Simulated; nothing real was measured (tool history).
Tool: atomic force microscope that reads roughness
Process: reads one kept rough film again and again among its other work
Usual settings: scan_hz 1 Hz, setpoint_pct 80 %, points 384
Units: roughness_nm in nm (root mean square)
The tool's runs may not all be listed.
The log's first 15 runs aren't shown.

run,day,scan_hz,setpoint_pct,points,roughness_nm
16,5.167,1,80,384,2.404
17,5.567,1,80,384,2.368
18,5.967,1,80,384,2.352
# day 6.208: new tip fitted
19,6.229,1.19,76,713,2.461
20,6.488,1.19,76,713,2.438
21,6.867,1.91,61,264,2.499
22,7.204,3.96,70,564,2.1
23,7.467,1,63,591,2.534
24,7.821,3.75,70,695,2.094
# day 8.067: new tip fitted
25,8.117,1.53,65,450,2.537
26,8.3,1.53,65,450,2.517
27,8.721,1.96,78,323,2.237
28,8.904,1,64,384,2.541
29,9.275,3.35,72,262,2.11
30,9.571,3.35,72,588,2.11
31,9.858,3.35,72,588,2.089
# day 9.9: new tip fitted
32,10.262,1.2,72,304,2.483
33,10.667,1,76,279,2.458
34,10.996,0.61,76,947,2.509
35,11.179,1.59,60,288,2.495
36,11.396,1.59,60,288,2.477

3 ways to go on from here, each from the tool as it stands after run 36. What would each give?
A,11.667,1.02,60,288,?
B,11.667,0.75,72,288,?
C,11.667,1,76,384,?

run,roughness_nm
A,2.501
B,2.478
C,2.397
Without the tool's hidden state the same runs would have given:
run,roughness_nm
A,2.611
B,2.587
C,2.503

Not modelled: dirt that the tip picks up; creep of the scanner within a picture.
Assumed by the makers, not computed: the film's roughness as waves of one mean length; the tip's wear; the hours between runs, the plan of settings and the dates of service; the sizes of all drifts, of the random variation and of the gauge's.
